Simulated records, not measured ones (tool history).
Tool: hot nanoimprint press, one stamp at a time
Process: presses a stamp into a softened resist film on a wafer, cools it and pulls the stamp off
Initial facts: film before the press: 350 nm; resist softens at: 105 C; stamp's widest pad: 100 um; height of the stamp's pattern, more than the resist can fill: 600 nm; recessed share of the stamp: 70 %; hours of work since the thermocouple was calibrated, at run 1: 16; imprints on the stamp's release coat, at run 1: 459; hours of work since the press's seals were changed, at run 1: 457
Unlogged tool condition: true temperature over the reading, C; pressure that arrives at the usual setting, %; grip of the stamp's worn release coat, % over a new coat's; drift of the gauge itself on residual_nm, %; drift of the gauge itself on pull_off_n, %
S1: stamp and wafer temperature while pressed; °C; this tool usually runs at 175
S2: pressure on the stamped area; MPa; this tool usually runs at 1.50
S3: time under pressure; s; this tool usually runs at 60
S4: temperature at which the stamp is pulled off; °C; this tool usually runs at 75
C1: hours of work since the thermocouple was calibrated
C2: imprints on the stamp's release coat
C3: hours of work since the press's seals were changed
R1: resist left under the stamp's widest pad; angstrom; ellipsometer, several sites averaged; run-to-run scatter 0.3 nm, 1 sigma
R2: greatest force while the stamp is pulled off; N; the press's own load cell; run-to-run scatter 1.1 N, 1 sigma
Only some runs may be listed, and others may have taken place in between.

run	day	S1	S2	S3	S4	C1	C2	C3	R1	R2
1	0.000	175	1.50	60	75	16	459	457	1895	140
2	0.783	175	1.50	60	75	28	538	469	1894	141
3	1.379	175	1.50	60	75	37	598	478	1893	140
4	2.442	175	1.50	60	75	52	706	493	1886	140
5	3.083	175	1.50	60	75	62	771	503	1895	140
# day 3.638: press's hydraulic seals changed and the load cell set to zero
6	4.038	175	1.40	60	75	71	834	6	1943	140
# day 4.542: stamp cleaned and given a new release coat
7	5.271	175	1.40	60	75	85	73	20	1944	141
8	6.238	175	1.35	60	75	100	171	35	1969	141
9	7.117	175	1.35	60	75	113	260	48	1966	140
10	7.971	175	1.35	60	75	125	347	60	1962	137

Forecast each of these 3 alternatives for the next run:
A	8.700	175	1.50	60	69	136	421	71	?	?
B	8.700	175	1.35	44	75	136	421	71	?	?
C	8.700	165	1.92	36	75	136	421	71	?	?

run	R1	R2
A	1887	163
B	2160	141
C	2542	140
The same runs, with their run-to-run variation unchanged, on a tool lacking any hidden condition would have given:
run	R1	R2
A	1897	162
B	2172	141
C	2556	139
